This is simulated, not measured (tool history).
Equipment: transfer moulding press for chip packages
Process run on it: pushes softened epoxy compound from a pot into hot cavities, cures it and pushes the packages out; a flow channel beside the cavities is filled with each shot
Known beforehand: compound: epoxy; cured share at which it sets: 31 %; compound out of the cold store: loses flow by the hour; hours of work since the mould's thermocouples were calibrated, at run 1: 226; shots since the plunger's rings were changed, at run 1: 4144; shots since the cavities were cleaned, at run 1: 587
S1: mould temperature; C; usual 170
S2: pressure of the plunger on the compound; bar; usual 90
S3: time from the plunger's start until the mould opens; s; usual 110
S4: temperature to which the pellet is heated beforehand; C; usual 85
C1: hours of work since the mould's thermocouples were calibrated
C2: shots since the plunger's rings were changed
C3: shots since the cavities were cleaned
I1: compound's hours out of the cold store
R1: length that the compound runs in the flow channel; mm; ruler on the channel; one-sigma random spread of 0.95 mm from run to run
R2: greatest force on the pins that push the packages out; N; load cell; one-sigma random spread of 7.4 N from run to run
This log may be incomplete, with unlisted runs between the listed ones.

| run | day | S1 | S2 | S3 | S4 | C1 | C2 | C3 | I1 | R1 | R2 |
|---|---|---|---|---|---|---|---|---|---|---|---|
| 1 | 0 | 170 | 90 | 110 | 85 | 226 | 4144 | 587 | 15 | 605.1 | 422 |
| 2 | 1.133 | 170 | 90 | 110 | 85 | 244 | 4426 | 869 | 25.4 | 585.1 | 445 |
| 3 | 2.175 | 170 | 90 | 110 | 92 | 260 | 4686 | 1129 | 35.4 | 568 | 479 |
|  | 2.533 | cavities cleaned with cleaning compound and waxed |
|  | 2.746 | plunger's sealing rings changed |
| 4 | 3.838 | 170 | 90 | 110 | 92 | 284 | 271 | 298 | 19.9 | 614.5 | 379 |
| 5 | 5.058 | 170 | 90 | 104 | 85 | 303 | 576 | 603 | 25.2 | 605.4 | 463 |
| 6 | 5.883 | 170 | 90 | 110 | 85 | 316 | 782 | 809 | 27.3 | 599 | 443 |
| 7 | 6.996 | 170 | 90 | 110 | 85 | 334 | 1058 | 1085 | 46.2 | 568.3 | 449 |
|  | 7.55 | cavities cleaned with cleaning compound and waxed |
| 8 | 7.938 | 170 | 90 | 107 | 85 | 348 | 1277 | 96 | 12.1 | 622.9 | 349 |
|  | 8.254 | mould's thermocouples calibrated |
| 9 | 9.404 | 170 | 90 | 107 | 85 | 18 | 1622 | 441 | 38.7 | 579.7 | 417 |
| 10 | 10.767 | 170 | 90 | 110 | 85 | 40 | 1961 | 780 | 17.8 | 613.1 | 451 |
| 11 | 12.142 | 170 | 90 | 110 | 85 | 61 | 2304 | 1123 | 35.8 | 578.8 | 493 |
|  | 12.55 | cavities cleaned with cleaning compound and waxed |
| 12 | 13.067 | 170 | 90 | 110 | 85 | 75 | 2519 | 129 | 42.8 | 566.5 | 336 |
| 13 | 14.454 | 170 | 90 | 110 | 85 | 97 | 2864 | 474 | 9 | 620.4 | 413 |
| 14 | 15.329 | 170 | 90 | 110 | 85 | 111 | 3082 | 692 | 26 | 593.4 | 418 |
| 15 | 16.429 | 175 | 90 | 144 | 85 | 128 | 3357 | 967 | 41.3 | 552.1 | 375 |
|  | 17.388 | cavities cleaned with cleaning compound and waxed |
| 16 | 17.771 | 162 | 90 | 110 | 85 | 149 | 3675 | 96 | 31 | 610.7 | 530 |
| 17 | 18.933 | 162 | 90 | 110 | 85 | 167 | 3965 | 386 | 18.2 | 631.3 | 682 |
| 18 | 19.762 | 166 | 75.2 | 110 | 85 | 180 | 4171 | 592 | 14.9 | 566.4 | 529 |
| 19 | 21.242 | 166 | 75.2 | 110 | 85 | 203 | 4539 | 960 | 43 | 521.3 | 561 |
|  | 22.358 | plunger's sealing rings changed |
|  | 22.421 | cavities cleaned with cleaning compound and waxed |
| 20 | 22.421 | 170 | 76.3 | 111 | 85 | 219 | 0 | 0 | 42.6 | 531.1 | 300 |
| 21 | 23.362 | 170 | 76.3 | 131 | 85 | 234 | 234 | 234 | 38.8 | 536.6 | 318 |
| 22 | 24.638 | 163 | 79.4 | 131 | 85 | 254 | 551 | 551 | 42.7 | 562.4 | 465 |
| 23 | 25.671 | 163 | 79.4 | 122 | 90 | 271 | 809 | 809 | 36.1 | 570.4 | 533 |
| 24 | 26.7 | 176 | 90 | 110 | 85 | 287 | 1066 | 1066 | 45.8 | 551.6 | 416 |
|  | 27.396 | cavities cleaned with cleaning compound and waxed |
| 25 | 28.025 | 164 | 84.4 | 126 | 79 | 307 | 1380 | 156 | 33.9 | 587.6 | 387 |
| 26 | 29.579 | 164 | 84.4 | 126 | 79 | 332 | 1767 | 543 | 17.1 | 614.1 | 476 |
|  | 30.912 | mould's thermocouples calibrated |
| 27 | 31.071 | 170 | 90 | 144 | 89 | 3 | 2118 | 894 | 9 | 623.6 | 397 |

Here are 4 independent what-if runs from the current tool condition. What would each one return?
|  | 32.333 | cavities cleaned with cleaning compound and waxed |
| A | 32.388 | 169 | 90 | 97 | 85 | 22 | 2430 | 14 | 21.2 | ? | ? |
|  | 32.333 | cavities cleaned with cleaning compound and waxed |
| B | 32.388 | 171 | 90 | 145 | 89 | 22 | 2430 | 14 | 44.3 | ? | ? |
|  | 32.333 | cavities cleaned with cleaning compound and waxed |
| C | 32.388 | 170 | 82.1 | 144 | 89 | 22 | 2430 | 14 | 37.8 | ? | ? |
|  | 32.333 | cavities cleaned with cleaning compound and waxed |
| D | 32.388 | 168 | 77.4 | 144 | 89 | 22 | 2430 | 14 | 29.1 | ? | ? |

| run | R1 | R2 |
|---|---|---|
| A | 605.4 | 403 |
| B | 559.9 | 263 |
| C | 549 | 269 |
| D | 552.1 | 271 |
What these runs would have given with no unlogged condition in the tool:
| run | R1 | R2 |
|---|---|---|
| A | 618.4 | 407 |
| B | 571.9 | 259 |
| C | 560.8 | 265 |
| D | 564 | 268 |
